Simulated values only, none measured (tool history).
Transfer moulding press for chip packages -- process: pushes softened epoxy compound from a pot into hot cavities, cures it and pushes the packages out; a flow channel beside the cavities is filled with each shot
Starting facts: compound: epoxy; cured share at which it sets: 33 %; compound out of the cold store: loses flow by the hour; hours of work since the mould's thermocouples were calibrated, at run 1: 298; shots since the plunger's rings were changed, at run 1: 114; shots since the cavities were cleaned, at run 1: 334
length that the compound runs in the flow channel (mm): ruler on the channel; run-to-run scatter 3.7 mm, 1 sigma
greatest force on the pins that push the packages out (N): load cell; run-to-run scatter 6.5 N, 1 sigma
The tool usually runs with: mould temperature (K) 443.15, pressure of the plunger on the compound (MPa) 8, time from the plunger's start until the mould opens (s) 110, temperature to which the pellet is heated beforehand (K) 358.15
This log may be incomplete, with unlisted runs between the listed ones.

run	hour	mould temperature (K)	pressure of the plunger on the compound (MPa)	time from the plunger's start until the mould opens (s)	temperature to which the pellet is heated beforehand (K)	hours of work since the mould's thermocouples were calibrated	shots since the plunger's rings were changed	shots since the cavities were cleaned	incoming compound's hours out of the cold store	length that the compound runs in the flow channel (mm)	greatest force on the pins that push the packages out (N)
1	0	443.15	8	110	358.15	298	114	334	29.5	527	367
2	6.9	443.15	8	110	358.15	303	203	423	34.2	514	376
# hour 10: cavities cleaned with cleaning compound and waxed
3	15.2	443.15	8	110	358.15	308	290	66	44.1	492	420
4	20.5	443.15	8	110	358.15	312	358	134	46.1	487	433
5	29	443.15	8	110	358.15	318	467	243	13	572	480
6	38.6	443.15	8	110	358.15	325	589	365	20.4	548	480
# hour 46.4: cavities cleaned with cleaning compound and waxed
7	51.9	443.15	7.96	110	358.15	333	740	69	27.6	527	299
8	60.8	443.15	7.96	110	358.15	339	854	183	47.4	481	318
9	67.7	443.15	7.96	110	362.15	344	943	272	18.4	546	361
# hour 70.7: cavities cleaned with cleaning compound and waxed, once more
10	75.4	443.15	6.19	110	358.15	349	1022	60	24.6	468	284
11	80.7	443.15	8	110	358.15	353	1090	128	19.3	550	312
12	90.3	443.15	8	110	358.15	360	1213	251	36.7	496	353
13	102	443.15	8	110	358.15	368	1364	402	31	509	376
# hour 106.7: cavities cleaned with cleaning compound and waxed
14	114.7	443.15	8	110	364.15	376	1507	103	38.9	492	293
15	124.2	443.15	8	110	364.15	383	1628	224	15.8	552	349
16	132.8	443.15	6.33	117	364.15	389	1738	334	27.3	463	336
17	138.7	447.15	8.16	117	366.15	393	1814	410	42.1	479	331
# hour 143.6: cavities cleaned with cleaning compound and waxed
18	147.5	440.15	6.25	110	358.15	399	1908	50	15.7	497	337

Run 19 has not been measured yet. What should we expect?
19	157.9	440.15	6.25	110	358.15	406	2040	182	46.7	?	?

Run 19 produced length that the compound runs in the flow channel (mm) 427, greatest force on the pins that push the packages out (N) 351.
On a tool with no hidden condition, and with the same random variation, this run would have come out at length that the compound runs in the flow channel (mm) 439, greatest force on the pins that push the packages out (N) 280.
